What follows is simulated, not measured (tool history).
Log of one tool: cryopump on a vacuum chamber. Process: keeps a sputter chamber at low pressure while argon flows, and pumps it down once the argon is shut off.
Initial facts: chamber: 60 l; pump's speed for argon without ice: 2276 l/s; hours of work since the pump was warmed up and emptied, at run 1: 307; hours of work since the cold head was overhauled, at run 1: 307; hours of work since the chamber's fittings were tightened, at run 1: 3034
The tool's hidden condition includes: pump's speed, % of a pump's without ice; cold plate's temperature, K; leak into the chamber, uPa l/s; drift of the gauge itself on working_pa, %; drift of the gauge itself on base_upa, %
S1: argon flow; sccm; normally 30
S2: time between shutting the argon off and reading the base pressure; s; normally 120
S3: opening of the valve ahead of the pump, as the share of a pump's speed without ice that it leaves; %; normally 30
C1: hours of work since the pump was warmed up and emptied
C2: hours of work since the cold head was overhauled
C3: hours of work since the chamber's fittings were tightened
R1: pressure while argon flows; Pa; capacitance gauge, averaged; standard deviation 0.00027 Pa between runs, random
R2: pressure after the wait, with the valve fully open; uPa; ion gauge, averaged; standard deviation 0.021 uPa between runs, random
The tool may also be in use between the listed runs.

Run 1, hour 0.0: usual settings; C1 307; C2 307; C3 3034. Result: R1 0.0767 Pa, R2 1.33 uPa.
Run 2, hour 7.7: usual settings; C1 314; C2 314; C3 3041. Result: R1 0.0772 Pa, R2 1.31 uPa.
Run 3, hour 25.4: usual settings; C1 329; C2 329; C3 3056. Result: R1 0.0771 Pa, R2 1.33 uPa.
Run 4, hour 38.8: usual settings; C1 340; C2 340; C3 3067. Result: R1 0.0767 Pa, R2 1.34 uPa.
Run 5, hour 56.4: usual settings; C1 355; C2 355; C3 3082. Result: R1 0.0776 Pa, R2 1.37 uPa.
Run 6, hour 68.4: usual settings but S1 46 sccm; C1 365; C2 365; C3 3092. Result: R1 0.1187 Pa, R2 1.32 uPa.
Run 7, hour 84.0: usual settings but S1 46 sccm; C1 379; C2 379; C3 3106. Result: R1 0.1185 Pa, R2 1.37 uPa.
Run 8, hour 99.7: usual settings but S1 46 sccm; C1 392; C2 392; C3 3119. Result: R1 0.1192 Pa, R2 1.35 uPa.
Run 9, hour 116.2: usual settings but S1 46 sccm; C1 406; C2 406; C3 3133. Result: R1 0.1188 Pa, R2 1.37 uPa.
Run 10, hour 123.7: usual settings but S1 49 sccm; C1 412; C2 412; C3 3139. Result: R1 0.1271 Pa, R2 1.36 uPa.
Run 11, hour 141.3: usual settings but S1 49 sccm; C1 427; C2 427; C3 3154. Result: R1 0.1271 Pa, R2 1.41 uPa.
Run 12, hour 152.0: usual settings but S1 49 sccm; C1 436; C2 436; C3 3163. Result: R1 0.1281 Pa, R2 1.44 uPa.
Run 13, hour 159.2: usual settings but S1 49 sccm; C1 443; C2 443; C3 3170. Result: R1 0.1280 Pa, R2 1.42 uPa.
Run 14, hour 172.5: usual settings but S1 49 sccm; C1 454; C2 454; C3 3181. Result: R1 0.1288 Pa, R2 1.41 uPa.
Run 15, hour 189.1: usual settings; C1 468; C2 468; C3 3195. Result: R1 0.0784 Pa, R2 1.43 uPa.
Run 16, hour 201.4: usual settings; C1 479; C2 479; C3 3206. Result: R1 0.0785 Pa, R2 1.44 uPa.
At hour 214.2: pump warmed up, emptied and cooled again.
Run 17, hour 221.5: usual settings but S2 152 s; C1 6; C2 491; C3 3218. Result: R1 0.0745 Pa, R2 1.24 uPa.
Run 18, hour 229.0: usual settings but S2 152 s; C1 13; C2 498; C3 3225. Result: R1 0.0746 Pa, R2 1.19 uPa.
Run 19, hour 236.2: usual settings but S1 34 sccm, S3 27 %; C1 19; C2 504; C3 3231. Result: R1 0.0940 Pa, R2 1.27 uPa.
Run 20, hour 247.5: usual settings but S1 34 sccm, S3 27 %; C1 28; C2 513; C3 3240. Result: R1 0.0942 Pa, R2 1.27 uPa.
Run 21, hour 264.7: usual settings but S1 25 sccm, S2 27 s, S3 48 %; C1 43; C2 528; C3 3255. Result: R1 0.0398 Pa, R2 2.24 uPa.
Run 22, hour 276.8: usual settings but S2 201 s, S3 29 %; C1 53; C2 538; C3 3265. Result: R1 0.0771 Pa, R2 1.16 uPa.
Run 23, hour 287.5: usual settings but S2 21 s, S3 23 %; C1 62; C2 547; C3 3274. Result: R1 0.0975 Pa, R2 2.66 uPa.
Run 24, hour 305.2: usual settings but S1 13 sccm, S2 126 s, S3 16 %; C1 77; C2 563; C3 3290. Result: R1 0.0605 Pa, R2 1.27 uPa.
Run 25, hour 314.3: usual settings but S1 19 sccm, S2 47 s, S3 17 %; C1 85; C2 570; C3 3297. Result: R1 0.0831 Pa, R2 1.70 uPa.
Run 26, hour 325.8: usual settings but S2 29 s; C1 95; C2 580; C3 3307. Result: R1 0.0756 Pa, R2 2.23 uPa.
Run 27, hour 336.7: usual settings but S1 19 sccm, S2 71 s; C1 104; C2 589; C3 3316. Result: R1 0.0474 Pa, R2 1.53 uPa.
Run 28, hour 349.1: usual settings but S1 19 sccm, S2 71 s; C1 115; C2 600; C3 3327. Result: R1 0.0476 Pa, R2 1.47 uPa.
Run 29, hour 366.4: usual settings but S1 16 sccm, S2 71 s, S3 24 %; C1 129; C2 615; C3 3342. Result: R1 0.0500 Pa, R2 1.46 uPa.
Run 30, hour 378.7: usual settings but S2 26 s, S3 56 %; C1 140; C2 625; C3 3352. Result: R1 0.0411 Pa, R2 2.46 uPa.
Run 31, hour 394.7: usual settings but S1 33 sccm, S2 87 s, S3 18 %; C1 154; C2 639; C3 3366. Result: R1 0.1377 Pa, R2 1.41 uPa.
Run 32, hour 402.1: usual settings but S1 16 sccm, S2 38 s, S3 39 %; C1 160; C2 645; C3 3372. Result: R1 0.0314 Pa, R2 1.94 uPa.
Run 33, hour 419.5: usual settings but S1 16 sccm, S2 38 s, S3 39 %; C1 175; C2 660; C3 3387. Result: R1 0.0313 Pa, R2 2.16 uPa.
Run 34, hour 430.6: usual settings but S1 16 sccm, S2 22 s; C1 184; C2 669; C3 3396. Result: R1 0.0399 Pa, R2 2.66 uPa.
Run 35, hour 443.2: usual settings but S2 60 s, S3 57 %; C1 195; C2 680; C3 3407. Result: R1 0.0410 Pa, R2 1.65 uPa.

Predict each of these 3 candidate next runs independently; none follows another, all start after run 35:
Run A, hour 454.4: usual settings but S2 130 s, S3 33 %; C1 204; C2 689; C3 3416. Result: R1 ?, R2 ?.
Run B, hour 454.4: usual settings but S1 13 sccm, S2 60 s, S3 38 %; C1 204; C2 689; C3 3416. Result: R1 ?, R2 ?.
Run C, hour 454.4: usual settings but S1 34 sccm, S3 40 %; C1 204; C2 689; C3 3416. Result: R1 ?, R2 ?.

run      R1    R2
  A  0.0693  1.34
  B  0.0262  1.69
  C  0.0653  1.36
Stripped of hidden state, with their random variation kept, the same runs would have yielded:
run      R1    R2
  A  0.0675  0.40
  B  0.0255  0.74
  C  0.0633  0.43
